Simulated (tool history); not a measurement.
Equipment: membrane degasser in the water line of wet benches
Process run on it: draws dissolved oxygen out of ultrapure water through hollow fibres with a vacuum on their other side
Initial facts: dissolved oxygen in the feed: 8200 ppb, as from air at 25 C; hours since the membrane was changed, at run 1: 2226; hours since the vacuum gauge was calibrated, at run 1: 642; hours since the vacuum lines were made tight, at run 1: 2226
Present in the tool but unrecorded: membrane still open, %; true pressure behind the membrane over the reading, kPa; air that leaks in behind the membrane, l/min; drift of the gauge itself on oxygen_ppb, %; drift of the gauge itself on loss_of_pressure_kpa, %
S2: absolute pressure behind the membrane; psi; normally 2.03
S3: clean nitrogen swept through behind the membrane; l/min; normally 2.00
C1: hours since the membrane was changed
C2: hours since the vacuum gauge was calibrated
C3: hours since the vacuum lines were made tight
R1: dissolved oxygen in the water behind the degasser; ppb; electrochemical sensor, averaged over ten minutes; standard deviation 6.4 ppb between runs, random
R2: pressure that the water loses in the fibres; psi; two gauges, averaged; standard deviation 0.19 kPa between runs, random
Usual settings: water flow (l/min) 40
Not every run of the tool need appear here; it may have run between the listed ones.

Run 1, hour 0.0: usual settings; C1 2226; C2 642; C3 2226. Result: R1 662.3 ppb, R2 5.957 psi.
Run 2, hour 321.1: usual settings; C1 2548; C2 963; C3 2548. Result: R1 656.7 ppb, R2 6.015 psi.
Run 3, hour 530.1: usual settings but S3 2.10 l/min; C1 2757; C2 1172; C3 2757. Result: R1 641.8 ppb, R2 6.083 psi.
Run 4, hour 713.9: usual settings but S3 2.10 l/min; C1 2940; C2 1356; C3 2940. Result: R1 645.1 ppb, R2 6.036 psi.
Run 5, hour 1049.7: usual settings but S3 2.10 l/min; C1 3276; C2 1692; C3 3276. Result: R1 662.6 ppb, R2 6.007 psi.
Run 6, hour 1238.2: usual settings but water flow (l/min) 49, S3 2.10 l/min; C1 3465; C2 1880; C3 3465. Result: R1 874.9 ppb, R2 7.411 psi.
Run 7, hour 1536.3: usual settings but S2 1.65 psi; C1 3763; C2 2178; C3 3763. Result: R1 576.1 ppb, R2 6.063 psi.
Run 8, hour 1675.5: usual settings but S2 1.65 psi; C1 3902; C2 2318; C3 3902. Result: R1 571.5 ppb, R2 6.073 psi.
Run 9, hour 1903.0: usual settings but S2 1.65 psi; C1 4129; C2 2545; C3 4129. Result: R1 564.2 ppb, R2 6.064 psi.
Run 10, hour 2118.1: usual settings; C1 4345; C2 2760; C3 4345. Result: R1 690.5 ppb, R2 6.094 psi.
Run 11, hour 2440.3: usual settings; C1 4667; C2 3082; C3 4667. Result: R1 681.3 ppb, R2 6.129 psi.
Run 12, hour 2702.4: usual settings; C1 4929; C2 3344; C3 4929. Result: R1 687.4 ppb, R2 6.152 psi.
Run 13, hour 3004.9: usual settings; C1 5231; C2 3647; C3 5231. Result: R1 697.1 ppb, R2 6.138 psi.
Run 14, hour 3220.9: usual settings; C1 5447; C2 3863; C3 5447. Result: R1 701.2 ppb, R2 6.152 psi.
Run 15, hour 3381.3: usual settings; C1 5608; C2 4023; C3 5608. Result: R1 689.3 ppb, R2 6.179 psi.
Run 16, hour 3563.0: usual settings; C1 5790; C2 4205; C3 5790. Result: R1 706.6 ppb, R2 6.148 psi.
Run 17, hour 3888.2: usual settings; C1 6115; C2 4530; C3 6115. Result: R1 713.4 ppb, R2 6.167 psi.
At hour 3913.1: vacuum gauge calibrated.
Run 18, hour 4029.9: usual settings but water flow (l/min) 62, S2 2.31 psi, S3 1.95 l/min; C1 6256; C2 117; C3 6256. Result: R1 1374.3 ppb, R2 9.591 psi.
Run 19, hour 4189.9: usual settings but water flow (l/min) 28, S2 1.81 psi, S3 1.95 l/min; C1 6416; C2 277; C3 6416. Result: R1 400.1 ppb, R2 4.360 psi.
Run 20, hour 4331.0: usual settings but water flow (l/min) 28, S2 1.81 psi, S3 2.05 l/min; C1 6557; C2 418; C3 6557. Result: R1 391.0 ppb, R2 4.369 psi.
Run 21, hour 4563.2: usual settings but water flow (l/min) 61, S2 1.81 psi, S3 2.40 l/min; C1 6789; C2 650; C3 6789. Result: R1 1116.8 ppb, R2 9.398 psi.
Run 22, hour 4758.5: usual settings but water flow (l/min) 43; C1 6984; C2 845; C3 6984. Result: R1 783.5 ppb, R2 6.722 psi.
At hour 4778.5: seals of the vacuum lines changed.
Run 23, hour 5092.2: usual settings but water flow (l/min) 56, S2 2.07 psi, S3 3.21 l/min; C1 7316; C2 1177; C3 314. Result: R1 945.8 ppb, R2 8.765 psi.
Run 24, hour 5322.8: usual settings but water flow (l/min) 56, S2 2.07 psi, S3 3.21 l/min; C1 7547; C2 1408; C3 544. Result: R1 972.3 ppb, R2 8.762 psi.
Run 25, hour 5491.0: usual settings but water flow (l/min) 28, S2 1.35 psi, S3 1.01 l/min; C1 7715; C2 1576; C3 713. Result: R1 478.7 ppb, R2 4.432 psi.
At hour 5588.2: vacuum gauge calibrated, once more.
Run 26, hour 5634.2: usual settings but water flow (l/min) 31, S3 1.80 l/min; C1 7858; C2 46; C3 855. Result: R1 519.4 ppb, R2 4.857 psi.
Run 27, hour 5913.7: usual settings but water flow (l/min) 31, S2 4.71 psi, S3 1.80 l/min; C1 8137; C2 325; C3 1135. Result: R1 1120.7 ppb, R2 4.885 psi.
Run 28, hour 6061.1: usual settings but water flow (l/min) 31, S2 4.71 psi, S3 1.80 l/min; C1 8285; C2 473; C3 1282. Result: R1 1102.4 ppb, R2 4.883 psi.
Run 29, hour 6270.4: usual settings but water flow (l/min) 31, S2 4.71 psi, S3 1.80 l/min; C1 8494; C2 682; C3 1491. Result: R1 1110.3 ppb, R2 4.915 psi.
Run 30, hour 6471.8: usual settings but S2 1.61 psi; C1 8695; C2 884; C3 1693. Result: R1 602.9 ppb, R2 6.311 psi.
Run 31, hour 6631.0: usual settings but water flow (l/min) 24, S3 2.80 l/min; C1 8854; C2 1043; C3 1852. Result: R1 271.3 ppb, R2 3.754 psi.

Entry by entry between the runs, the difference in hidden state between the last listed run before and the first listed run after:
In the gap between runs 17 and 18: vacuum gauge calibrated (hour 3913.1)
  membrane still open, %: 94.6 -> 94.5; true pressure behind the membrane over the reading, kPa: 0.43 -> 0.62; air that leaks in behind the membrane, l/min: 0.0233 -> 0.0238
  measured less the result without the state, R1: +61.8 -> +109.8 ppb; R2: +0.332 -> +0.531 psi
In the gap between runs 22 and 23: seals of the vacuum lines changed (hour 4778.5)
  membrane still open, %: 93.9 -> 93.6; true pressure behind the membrane over the reading, kPa: 0.69 -> 0.73; air that leaks in behind the membrane, l/min: 0.0265 -> 0.0036
  measured less the result without the state, R1: +84.1 -> +108.1 ppb; R2: +0.413 -> +0.561 psi
In the gap between runs 25 and 26: vacuum gauge calibrated, once more (hour 5588.2)
  membrane still open, %: 93.3 -> 93.2; true pressure behind the membrane over the reading, kPa: 0.76 -> 0.01; air that leaks in behind the membrane, l/min: 0.0049 -> 0.0055
  measured less the result without the state, R1: +65.1 -> +31.1 ppb; R2: +0.297 -> +0.332 psi
